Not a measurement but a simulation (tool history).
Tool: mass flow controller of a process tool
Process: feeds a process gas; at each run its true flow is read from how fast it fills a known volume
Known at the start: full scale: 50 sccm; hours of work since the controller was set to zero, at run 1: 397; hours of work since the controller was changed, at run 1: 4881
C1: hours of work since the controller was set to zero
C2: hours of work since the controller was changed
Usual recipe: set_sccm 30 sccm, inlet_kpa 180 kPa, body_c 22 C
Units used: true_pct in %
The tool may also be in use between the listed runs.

{"run": 1, "hour": 0.0, "set_sccm": 30, "inlet_kpa": 180, "body_c": 22, "C1": 397, "C2": 4881, "true_pct": 99.1}
{"run": 2, "hour": 315.5, "set_sccm": 30, "inlet_kpa": 180, "body_c": 26, "C1": 638, "C2": 5121, "true_pct": 98.8}
{"hour": 431.8, "done": "controller exchanged for a calibrated one"}
{"run": 3, "hour": 603.9, "set_sccm": 30, "inlet_kpa": 144, "body_c": 26, "C1": 131, "C2": 131, "true_pct": 98.92}
{"run": 4, "hour": 894.4, "set_sccm": 30, "inlet_kpa": 180, "body_c": 22, "C1": 353, "C2": 353, "true_pct": 98.8}
{"run": 5, "hour": 1175.2, "set_sccm": 30, "inlet_kpa": 180, "body_c": 22, "C1": 568, "C2": 568, "true_pct": 98.81}
{"run": 6, "hour": 1339.3, "set_sccm": 30, "inlet_kpa": 180, "body_c": 22, "C1": 693, "C2": 693, "true_pct": 98.88}
{"run": 7, "hour": 1543.9, "set_sccm": 30, "inlet_kpa": 180, "body_c": 22, "C1": 849, "C2": 849, "true_pct": 98.72}
{"run": 8, "hour": 1825.2, "set_sccm": 30, "inlet_kpa": 180, "body_c": 22, "C1": 1064, "C2": 1064, "true_pct": 98.72}
{"run": 9, "hour": 2042.5, "set_sccm": 30, "inlet_kpa": 180, "body_c": 22, "C1": 1230, "C2": 1230, "true_pct": 98.81}
{"run": 10, "hour": 2265.2, "set_sccm": 22, "inlet_kpa": 180, "body_c": 22, "C1": 1400, "C2": 1400, "true_pct": 98.27}
{"run": 11, "hour": 2538.5, "set_sccm": 22, "inlet_kpa": 180, "body_c": 22, "C1": 1608, "C2": 1608, "true_pct": 98.17}
{"run": 12, "hour": 2811.2, "set_sccm": 22, "inlet_kpa": 180, "body_c": 22, "C1": 1817, "C2": 1817, "true_pct": 98.2}
{"run": 13, "hour": 2973.3, "set_sccm": 30, "inlet_kpa": 180, "body_c": 22, "C1": 1940, "C2": 1940, "true_pct": 98.71}
{"run": 14, "hour": 3248.8, "set_sccm": 30, "inlet_kpa": 180, "body_c": 22, "C1": 2151, "C2": 2151, "true_pct": 98.59}
{"run": 15, "hour": 3508.7, "set_sccm": 7, "inlet_kpa": 244, "body_c": 26, "C1": 2349, "C2": 2349, "true_pct": 97.05}
{"run": 16, "hour": 3822.8, "set_sccm": 46, "inlet_kpa": 234, "body_c": 22, "C1": 2589, "C2": 2589, "true_pct": 99.23}
{"run": 17, "hour": 4053.5, "set_sccm": 46, "inlet_kpa": 155, "body_c": 23, "C1": 2765, "C2": 2765, "true_pct": 99.52}
{"run": 18, "hour": 4245.0, "set_sccm": 46, "inlet_kpa": 155, "body_c": 23, "C1": 2911, "C2": 2911, "true_pct": 99.45}
{"run": 19, "hour": 4481.4, "set_sccm": 13, "inlet_kpa": 150, "body_c": 25, "C1": 3092, "C2": 3092, "true_pct": 97.36}
{"run": 20, "hour": 4666.1, "set_sccm": 26, "inlet_kpa": 180, "body_c": 35, "C1": 3233, "C2": 3233, "true_pct": 97.96}
{"run": 21, "hour": 4919.2, "set_sccm": 27, "inlet_kpa": 208, "body_c": 23, "C1": 3426, "C2": 3426, "true_pct": 98.09}
{"run": 22, "hour": 5144.2, "set_sccm": 30, "inlet_kpa": 143, "body_c": 30, "C1": 3598, "C2": 3598, "true_pct": 98.26}
{"run": 23, "hour": 5428.7, "set_sccm": 48, "inlet_kpa": 208, "body_c": 23, "C1": 3815, "C2": 3815, "true_pct": 99.18}
{"run": 24, "hour": 5723.8, "set_sccm": 7, "inlet_kpa": 190, "body_c": 22, "C1": 4040, "C2": 4040, "true_pct": 96.88}
{"hour": 5987.8, "done": "controller's zero set anew"}
{"run": 25, "hour": 6114.3, "set_sccm": 7, "inlet_kpa": 190, "body_c": 25, "C1": 97, "C2": 4338, "true_pct": 96.79}
{"run": 26, "hour": 6404.3, "set_sccm": 7, "inlet_kpa": 190, "body_c": 25, "C1": 318, "C2": 4559, "true_pct": 96.79}
{"run": 27, "hour": 6569.4, "set_sccm": 7, "inlet_kpa": 190, "body_c": 25, "C1": 444, "C2": 4685, "true_pct": 96.64}
{"run": 28, "hour": 6788.0, "set_sccm": 5, "inlet_kpa": 149, "body_c": 37, "C1": 611, "C2": 4852, "true_pct": 96.67}

Branching from run 28: 3 alternative next runs. What would each branch give?
{"run": "A", "hour": 7091.5, "set_sccm": 9, "inlet_kpa": 149, "body_c": 22, "C1": 843, "C2": 5084, "true_pct": "?"}
{"run": "B", "hour": 7091.5, "set_sccm": 5, "inlet_kpa": 220, "body_c": 37, "C1": 843, "C2": 5084, "true_pct": "?"}
{"run": "C", "hour": 7091.5, "set_sccm": 36, "inlet_kpa": 213, "body_c": 36, "C1": 843, "C2": 5084, "true_pct": "?"}

run=A true_pct=96.91
run=B true_pct=96.22
run=C true_pct=98.15
Without the tool's hidden state the same runs would have given:
run=A true_pct=97.81
run=B true_pct=97.11
run=C true_pct=99.07
